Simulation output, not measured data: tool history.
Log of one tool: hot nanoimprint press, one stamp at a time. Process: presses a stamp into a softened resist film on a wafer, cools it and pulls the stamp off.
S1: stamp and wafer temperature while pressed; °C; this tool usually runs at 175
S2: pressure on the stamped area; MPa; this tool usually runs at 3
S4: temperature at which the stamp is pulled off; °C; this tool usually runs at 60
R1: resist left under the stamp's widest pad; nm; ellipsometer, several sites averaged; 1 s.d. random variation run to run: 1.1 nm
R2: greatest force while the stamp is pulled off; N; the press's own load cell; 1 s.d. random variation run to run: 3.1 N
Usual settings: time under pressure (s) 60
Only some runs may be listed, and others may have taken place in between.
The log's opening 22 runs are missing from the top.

Run 23, day 9.229: usual settings but S1 182 °C, S4 56 °C. Result: R1 140.9 nm, R2 177 N.
At day 9.612: plate thermocouple calibrated, once more.
Run 24, day 9.612: usual settings but S1 168 °C, S2 3.67 MPa, time under pressure (s) 51, S4 66 °C. Result: R1 203.6 nm, R2 159 N.
Run 25, day 9.975: usual settings but S1 168 °C, S2 2.26 MPa, time under pressure (s) 51, S4 49 °C. Result: R1 232.9 nm, R2 182 N.
Run 26, day 10.388: usual settings but S1 168 °C, S2 2.26 MPa, time under pressure (s) 51, S4 49 °C. Result: R1 230.6 nm, R2 182 N.
Run 27, day 10.954: usual settings but S1 168 °C, S2 2.26 MPa, time under pressure (s) 51, S4 49 °C. Result: R1 232.3 nm, R2 184 N.
Run 28, day 11.471: usual settings but S1 166 °C, S2 2.35 MPa. Result: R1 230.6 nm, R2 177 N.
Run 29, day 12.054: usual settings but S1 166 °C, S2 2.35 MPa. Result: R1 234.2 nm, R2 180 N.
Run 30, day 12.475: usual settings but S1 183 °C, S2 2.35 MPa, time under pressure (s) 59, S4 45 °C. Result: R1 147.3 nm, R2 202 N.

Consider 4 possible next runs. They are alternatives, not a sequence: every one starts from the tool as it was left by run 30. What does each give?
Run A, day 12.854: usual settings but S1 181 °C, time under pressure (s) 44. Result: R1 ?, R2 ?.
Run B, day 12.854: usual settings but S1 183 °C, S2 2.35 MPa, time under pressure (s) 119, S4 45 °C. Result: R1 ?, R2 ?.
Run C, day 12.854: usual settings but S1 177 °C, S2 2.35 MPa, time under pressure (s) 48, S4 45 °C. Result: R1 ?, R2 ?.
Run D, day 12.854: usual settings but S2 3.41 MPa, time under pressure (s) 111. Result: R1 ?, R2 ?.

run     R1   R2
  A  159.4  184
  B    109  198
  C  187.1  201
  D  127.8  185
Take away the tool's hidden state, keep each run's random variation, and the runs would have read:
run     R1   R2
  A  157.9  154
  B  107.9  165
  C  185.8  167
  D  126.3  154
